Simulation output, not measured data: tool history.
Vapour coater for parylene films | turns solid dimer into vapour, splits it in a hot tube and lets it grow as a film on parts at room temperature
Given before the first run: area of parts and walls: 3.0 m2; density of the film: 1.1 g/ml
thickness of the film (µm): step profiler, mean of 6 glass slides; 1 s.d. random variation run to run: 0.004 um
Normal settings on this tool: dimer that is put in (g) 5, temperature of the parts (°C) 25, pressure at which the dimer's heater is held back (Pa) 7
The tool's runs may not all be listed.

run,hour,dimer that is put in (g),temperature of the parts (°C),pressure at which the dimer's heater is held back (Pa),thickness of the film (µm)
1,0,5,25,7,0.871
2,10.4,2,25,7,0.352
3,22.3,2,25,7,0.342
4,32.9,5,25,11.39,0.826
5,40.6,5,25,11.39,0.824
# hour 50.2: trap's valve overhauled
6,52.5,5,25,11.39,0.868
7,66.4,6,25,7,1.094
8,78.5,6,25,7,1.091
9,89.1,6,25,7,1.089
10,100.3,5,23,7,0.99
11,112.9,5,23,7,0.974
12,122,5,23,7,0.971
13,131.6,5,23,7,0.974
14,146.4,5,25,7,0.91
15,160.1,5,25,7,0.904
16,170.6,5,25,7,0.9
17,180.3,5,25,2.87,0.987
18,190,5,25,2.87,0.985
19,201.5,5,25,2.87,0.979
20,213,5,25,2.87,0.979
21,226,5,25,7,0.889
22,234.7,5,25,7,0.892
23,242.8,5,25,8.78,0.866
24,251.4,5,25,8.78,0.866
25,259.8,5,25,6.61,0.889
26,273.2,6,33,4.15,0.821
27,283.2,6,33,4.15,0.819
28,296.7,7,33,6.47,0.911
29,305,4,32,4.17,0.562
30,317,4,18,6.37,0.941
31,326.2,4,18,6.37,0.941
32,332.5,4,24,5.49,0.756
33,345.5,4,24,5.49,0.743
34,355.7,4,24,5.49,0.743
35,369.3,4,29,2.36,0.671
36,384.5,2,25,11.69,0.33
37,393.1,2,25,11.69,0.321
38,402.1,2,25,11.69,0.33
39,409.2,9,25,5.94,1.598
40,419.2,5,25,10.07,0.832
41,430.8,5,25,10.07,0.837
42,443.1,6,35,4.77,0.728
43,450.9,6,27,9.88,0.916
44,460.8,2,19,2.14,0.495
45,469.8,4,19,5.97,0.887
46,482.8,3,19,7.7,0.647
47,490.6,3,19,7.7,0.65
48,504.1,3,19,7.7,0.65

3 options for the next run, each taken on its own from the tool as it stands now. Forecast them:
A,511.5,5,25,2.51,?
B,511.5,3,19,7.7,?
C,511.5,5,23,6.15,?

run,thickness of the film (µm)
A,0.944
B,0.647
C,0.938
Without the tool's unlogged condition, the same runs would have read:
run,thickness of the film (µm)
A,1.025
B,0.702
C,1.018

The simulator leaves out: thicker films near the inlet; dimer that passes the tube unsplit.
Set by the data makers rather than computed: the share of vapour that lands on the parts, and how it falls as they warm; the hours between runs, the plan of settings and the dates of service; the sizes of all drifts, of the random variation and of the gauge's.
